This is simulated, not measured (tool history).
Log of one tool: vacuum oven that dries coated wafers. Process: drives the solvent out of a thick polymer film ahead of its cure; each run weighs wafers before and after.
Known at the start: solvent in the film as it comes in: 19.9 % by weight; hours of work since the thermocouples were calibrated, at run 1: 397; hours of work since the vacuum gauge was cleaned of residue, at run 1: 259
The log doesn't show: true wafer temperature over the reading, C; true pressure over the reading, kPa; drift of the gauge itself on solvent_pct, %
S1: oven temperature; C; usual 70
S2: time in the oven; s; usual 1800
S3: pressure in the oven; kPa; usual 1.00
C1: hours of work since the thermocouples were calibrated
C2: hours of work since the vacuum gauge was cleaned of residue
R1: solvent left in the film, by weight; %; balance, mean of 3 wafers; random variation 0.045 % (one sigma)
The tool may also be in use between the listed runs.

run     day  S1    S2    S3   C1   C2     R1
  1   0.000  70  1800  1.00  397  259   5.19
  2   0.496  70  1800  1.97  406  268   5.67
  3   0.829  70  1800  1.97  412  274   5.65
  4   1.304  66  1800  1.97  421  282   7.59
  5   1.642  64  1800  1.00  427  289   8.07
  6   2.008  62  1800  1.00  434  295   9.11
  7   2.471  70  1800  1.47  442  304   5.39
  8   2.983  70  1800  1.47  451  313   5.49
  9   3.342  70  1800  1.00  458  319   5.16
 10   3.821  70  1800  1.00  467  328   5.17
 11   4.054  70  1800  3.65  471  332   6.51
 12   4.462  70  1800  3.65  478  340   6.58
 13   4.888  70  1800  3.65  486  347   6.49
 14   5.221  70  1800  3.65  492  354   6.46
 15   5.538  70  1800  3.65  498  359   6.46
 16   5.750  67  1800  1.00  502  363   6.70
 17   5.962  67  1800  1.00  506  367   6.68
 18   6.358  67  1800  1.00  513  374   6.68
 19   6.850  70  1080  1.00  522  383   8.14
 20   7.325  70  1080  1.00  530  392   8.19
 21   7.621  70  1080  3.71  536  397   9.27
 22   7.971  70  1080  3.71  542  403   9.39
 23   8.375  82  1800  0.60  549  411   0.95
 24   8.892  63  1260  1.19  559  420  10.46
 25   9.150  63  1260  1.19  563  425  10.55
 26   9.546  70  1440  2.31  571  432   7.16
 27   9.812  70  1440  2.31  575  437   7.12
 28  10.304  70  1440  2.31  584  446   7.20
 29  10.758  58  1440  1.86  593  454  12.22
 30  11.058  70  1800  3.70  598  460   6.55
 31  11.342  70  1800  1.93  603  465   5.78
 32  11.704  70  1800  1.93  610  471   5.75
 33  12.112  70  1800  1.93  617  479   5.87

Run 34 comes next. What will it give?
 34  12.446  74  1680  1.43  623  485   ?

Run 34 gave R1 4.05 %.
Without the tool's hidden state the same run would have given R1 3.84 %.

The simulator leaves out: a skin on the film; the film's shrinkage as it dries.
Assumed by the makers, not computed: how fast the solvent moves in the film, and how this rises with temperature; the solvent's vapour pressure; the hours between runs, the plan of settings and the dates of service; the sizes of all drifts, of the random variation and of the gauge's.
